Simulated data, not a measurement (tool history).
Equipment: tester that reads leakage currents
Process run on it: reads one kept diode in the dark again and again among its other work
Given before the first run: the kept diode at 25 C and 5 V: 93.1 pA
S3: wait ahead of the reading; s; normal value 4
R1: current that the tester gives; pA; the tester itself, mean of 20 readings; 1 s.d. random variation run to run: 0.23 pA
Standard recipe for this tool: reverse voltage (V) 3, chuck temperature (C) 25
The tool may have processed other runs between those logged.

Run 1, hour 0: usual settings. Result: R1 77.64 pA.
Run 2, hour 69.8: usual settings. Result: R1 77.18 pA.
Run 3, hour 105.5: usual settings. Result: R1 76.74 pA.
Run 4, hour 137.8: usual settings. Result: R1 76.64 pA.
Run 5, hour 198.2: usual settings. Result: R1 76.3 pA.
Run 6, hour 260.3: usual settings but reverse voltage (V) 3.52. Result: R1 81.3 pA.
Run 7, hour 312.3: usual settings. Result: R1 75.74 pA.
Run 8, hour 371.5: usual settings. Result: R1 74.76 pA.
Run 9, hour 419.1: usual settings. Result: R1 74.27 pA.
Run 10, hour 462.5: usual settings. Result: R1 74.25 pA.
Run 11, hour 523.1: usual settings but chuck temperature (C) 29. Result: R1 101.17 pA.
Run 12, hour 586.5: usual settings but chuck temperature (C) 29. Result: R1 101.07 pA.
Run 13, hour 625.1: usual settings but chuck temperature (C) 29. Result: R1 100.32 pA.
Run 14, hour 692.2: usual settings but chuck temperature (C) 29. Result: R1 99.43 pA.
Run 15, hour 735.7: usual settings but chuck temperature (C) 29. Result: R1 99.21 pA.
Run 16, hour 782.4: usual settings but reverse voltage (V) 1.51. Result: R1 53.47 pA.
Run 17, hour 832.1: usual settings but reverse voltage (V) 1.51. Result: R1 53.02 pA.
Run 18, hour 871.4: usual settings but reverse voltage (V) 1.51. Result: R1 52.71 pA.
Run 19, hour 937.7: usual settings but S3 5.3 s. Result: R1 70.86 pA.
Run 20, hour 1006.8: usual settings but reverse voltage (V) 1.58. Result: R1 52.95 pA.
Run 21, hour 1054.4: usual settings but reverse voltage (V) 16.64, chuck temperature (C) 32, S3 4.39 s. Result: R1 256.51 pA.
Run 22, hour 1103: usual settings but reverse voltage (V) 16.64, chuck temperature (C) 32, S3 4.39 s. Result: R1 257.34 pA.
Run 23, hour 1176.8: usual settings but reverse voltage (V) 1.85, chuck temperature (C) 43, S3 1.4 s. Result: R1 231.52 pA.
Run 24, hour 1245: usual settings but reverse voltage (V) 6, S3 1.4 s. Result: R1 93.14 pA.
Run 25, hour 1315.8: usual settings but reverse voltage (V) 6, S3 1.4 s. Result: R1 93 pA.
At hour 1378.4: chuck's temperature calibrated.
Run 26, hour 1380.6: usual settings but chuck temperature (C) 42. Result: R1 305 pA.
Run 27, hour 1422.8: usual settings but chuck temperature (C) 42. Result: R1 305 pA.
Run 28, hour 1496.9: usual settings but chuck temperature (C) 42. Result: R1 301.79 pA.
Run 29, hour 1529: usual settings but S3 0.36 s. Result: R1 80.65 pA.
Run 30, hour 1573.6: usual settings but S3 0.36 s. Result: R1 79.82 pA.
Run 31, hour 1621.9: usual settings but S3 5.06 s. Result: R1 79.43 pA.
Run 32, hour 1661.3: usual settings but reverse voltage (V) 3.39, chuck temperature (C) 24, S3 5.85 s. Result: R1 76.66 pA.
Run 33, hour 1720.7: usual settings but reverse voltage (V) 3.39, chuck temperature (C) 24, S3 5.85 s. Result: R1 76.95 pA.
Run 34, hour 1771: usual settings but reverse voltage (V) 2.7, chuck temperature (C) 24, S3 5.85 s. Result: R1 68.83 pA.
Run 35, hour 1830.1: usual settings but reverse voltage (V) 15.3, chuck temperature (C) 28, S3 0.72 s. Result: R1 208.07 pA.
Run 36, hour 1871.6: usual settings but reverse voltage (V) 15.3, chuck temperature (C) 28, S3 0.72 s. Result: R1 207.83 pA.
Run 37, hour 1919.4: usual settings but reverse voltage (V) 1.86, chuck temperature (C) 24, S3 1.61 s. Result: R1 57.27 pA.
Run 38, hour 1962.6: usual settings but S3 2.56 s. Result: R1 76.55 pA.
Run 39, hour 2003.9: usual settings but S3 2.56 s. Result: R1 75.93 pA.

Below are 5 alternative next runs, each starting from the tool's condition after run 39. Predict each:
Run A, hour 2069.2: usual settings but S3 7.95 s. Result: R1 ?.
Run B, hour 2069.2: usual settings but reverse voltage (V) 5.07, chuck temperature (C) 49, S3 2.79 s. Result: R1 ?.
Run C, hour 2069.2: usual settings but reverse voltage (V) 8.28, chuck temperature (C) 34, S3 2.56 s. Result: R1 ?.
Run D, hour 2069.2: usual settings but reverse voltage (V) 2.34, chuck temperature (C) 22, S3 2.56 s. Result: R1 ?.
Run E, hour 2069.2: usual settings but reverse voltage (V) 11.63, chuck temperature (C) 32, S3 2.27 s. Result: R1 ?.

run      R1
  A   75.91
  B  590.28
  C  237.06
  D   53.47
  E   238.8
Without the tool's unlogged condition, the same runs would have read:
run      R1
  A   76.08
  B  623.94
  C  238.84
  D   53.19
  E   233.5
